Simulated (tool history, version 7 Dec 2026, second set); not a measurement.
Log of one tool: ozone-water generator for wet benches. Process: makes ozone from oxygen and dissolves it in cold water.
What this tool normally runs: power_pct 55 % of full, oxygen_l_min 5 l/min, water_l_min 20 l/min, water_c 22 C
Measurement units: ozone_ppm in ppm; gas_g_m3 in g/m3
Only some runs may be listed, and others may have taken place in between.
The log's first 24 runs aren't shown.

{"run": 25, "hour": 762.6, "power_pct": 55, "oxygen_l_min": 5, "water_l_min": 20, "water_c": 15, "ozone_ppm": 18, "gas_g_m3": 159.8}
{"run": 26, "hour": 782.0, "power_pct": 46, "oxygen_l_min": 5, "water_l_min": 13, "water_c": 15, "ozone_ppm": 21, "gas_g_m3": 140.4}
{"run": 27, "hour": 827.1, "power_pct": 73, "oxygen_l_min": 5, "water_l_min": 25, "water_c": 22, "ozone_ppm": 17.8, "gas_g_m3": 208.3}
{"run": 28, "hour": 849.6, "power_pct": 55, "oxygen_l_min": 8.28, "water_l_min": 17, "water_c": 26, "ozone_ppm": 15.4, "gas_g_m3": 118.8}
{"run": 29, "hour": 869.8, "power_pct": 80, "oxygen_l_min": 8.28, "water_l_min": 17, "water_c": 26, "ozone_ppm": 21.5, "gas_g_m3": 168.3}
{"hour": 898.3, "done": "water thermometer calibrated"}
{"run": 30, "hour": 902.4, "power_pct": 55, "oxygen_l_min": 5, "water_l_min": 20, "water_c": 27, "ozone_ppm": 15, "gas_g_m3": 162.8}
{"run": 31, "hour": 928.9, "power_pct": 55, "oxygen_l_min": 7.08, "water_l_min": 13, "water_c": 27, "ozone_ppm": 17.8, "gas_g_m3": 129.8}
{"run": 32, "hour": 960.8, "power_pct": 55, "oxygen_l_min": 7.08, "water_l_min": 13, "water_c": 27, "ozone_ppm": 18.1, "gas_g_m3": 130.6}

Alternative continuations, all from the tool just after run 32; predict every row:
{"run": "A", "hour": 992.4, "power_pct": 55, "oxygen_l_min": 5, "water_l_min": 23, "water_c": 22, "ozone_ppm": "?", "gas_g_m3": "?"}
{"run": "B", "hour": 992.4, "power_pct": 55, "oxygen_l_min": 5, "water_l_min": 29, "water_c": 16, "ozone_ppm": "?", "gas_g_m3": "?"}
{"run": "C", "hour": 992.4, "power_pct": 55, "oxygen_l_min": 7.21, "water_l_min": 18, "water_c": 22, "ozone_ppm": "?", "gas_g_m3": "?"}
{"run": "D", "hour": 992.4, "power_pct": 55, "oxygen_l_min": 5, "water_l_min": 20, "water_c": 24, "ozone_ppm": "?", "gas_g_m3": "?"}
{"run": "E", "hour": 992.4, "power_pct": 48, "oxygen_l_min": 4.52, "water_l_min": 20, "water_c": 22, "ozone_ppm": "?", "gas_g_m3": "?"}

run=A ozone_ppm=14.7 gas_g_m3=162.4
run=B ozone_ppm=12.9 gas_g_m3=160.9
run=C ozone_ppm=16.7 gas_g_m3=129.7
run=D ozone_ppm=16.1 gas_g_m3=160.3
run=E ozone_ppm=14.4 gas_g_m3=152.6
With no hidden state in the tool, these same runs would have given:
run=A ozone_ppm=14.7 gas_g_m3=162.5
run=B ozone_ppm=12.9 gas_g_m3=161
run=C ozone_ppm=16.7 gas_g_m3=129.8
run=D ozone_ppm=16.1 gas_g_m3=160.3
run=E ozone_ppm=14.4 gas_g_m3=152.6
